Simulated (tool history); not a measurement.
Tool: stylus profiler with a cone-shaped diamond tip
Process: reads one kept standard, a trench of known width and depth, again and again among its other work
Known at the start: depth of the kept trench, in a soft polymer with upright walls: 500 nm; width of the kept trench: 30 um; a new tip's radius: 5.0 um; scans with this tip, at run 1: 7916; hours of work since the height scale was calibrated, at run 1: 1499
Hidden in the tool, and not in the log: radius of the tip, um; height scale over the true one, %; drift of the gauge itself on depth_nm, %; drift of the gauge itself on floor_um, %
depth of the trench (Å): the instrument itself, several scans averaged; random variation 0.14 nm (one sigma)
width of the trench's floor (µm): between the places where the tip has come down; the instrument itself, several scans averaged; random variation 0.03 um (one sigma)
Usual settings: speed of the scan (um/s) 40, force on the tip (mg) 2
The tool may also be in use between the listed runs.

run,hour,speed of the scan (um/s),force on the tip (mg),scans with this tip,hours of work since the height scale was calibrated,depth of the trench (Å),width of the trench's floor (µm)
1,0,40,2,7916,1499,5089.2,24.91
2,55.8,40,2,8076,1529,5089,24.87
3,122.6,125,2,8266,1565,5088.8,24.7
4,158.9,40,2,8369,1585,5090.6,24.89
5,239.7,56,2,8600,1628,5094.8,24.88
6,322.7,56,2,8836,1673,5094.7,24.81
7,397.5,40,2,9049,1713,5091,24.83
8,445.4,40,1.32,9186,1739,5081,24.81
9,498.5,61,2,9337,1768,5094.6,24.78
10,555.5,29,2,9500,1799,5096.9,24.84
11,612.9,29,0.91,9663,1830,5073.8,24.77
12,692.3,29,0.91,9890,1873,5075.3,24.79
13,772.1,140,0.83,10117,1916,5075.9,24.31
14,826.9,43,0.97,10273,1945,5081,24.74
15,883.7,69,5.42,10435,1976,5149.3,24.77
16,959.4,66,4.18,10651,2017,5132.5,24.79
17,995.8,24,1.61,10755,2036,5095.3,24.76
18,1034.9,24,1.61,10866,2057,5093.9,24.79
19,1091.6,74,3.94,11028,2088,5133.7,24.72
20,1150.4,13,1.97,11195,2120,5100,24.75
21,1202.7,13,1.97,11345,2148,5104.7,24.81
22,1250.9,24,0.77,11482,2174,5081.6,24.69
23,1318,40,3.63,11673,2210,5131.7,24.73
24,1402.1,43,1.03,11913,2256,5088.9,24.65

Forecast each of these 3 alternatives for the next run:
A,1438.1,12,1.22,12015,2275,?,?
B,1438.1,49,5.44,12015,2275,?,?
C,1438.1,43,4.9,12015,2275,?,?

run,depth of the trench (Å),width of the trench's floor (µm)
A,5093.8,24.75
B,5158.6,24.68
C,5151.5,24.7
Without the tool's hidden state the same runs would have given:
run,depth of the trench (Å),width of the trench's floor (µm)
A,5038.7,25.62
B,5102.8,25.55
C,5095.8,25.57

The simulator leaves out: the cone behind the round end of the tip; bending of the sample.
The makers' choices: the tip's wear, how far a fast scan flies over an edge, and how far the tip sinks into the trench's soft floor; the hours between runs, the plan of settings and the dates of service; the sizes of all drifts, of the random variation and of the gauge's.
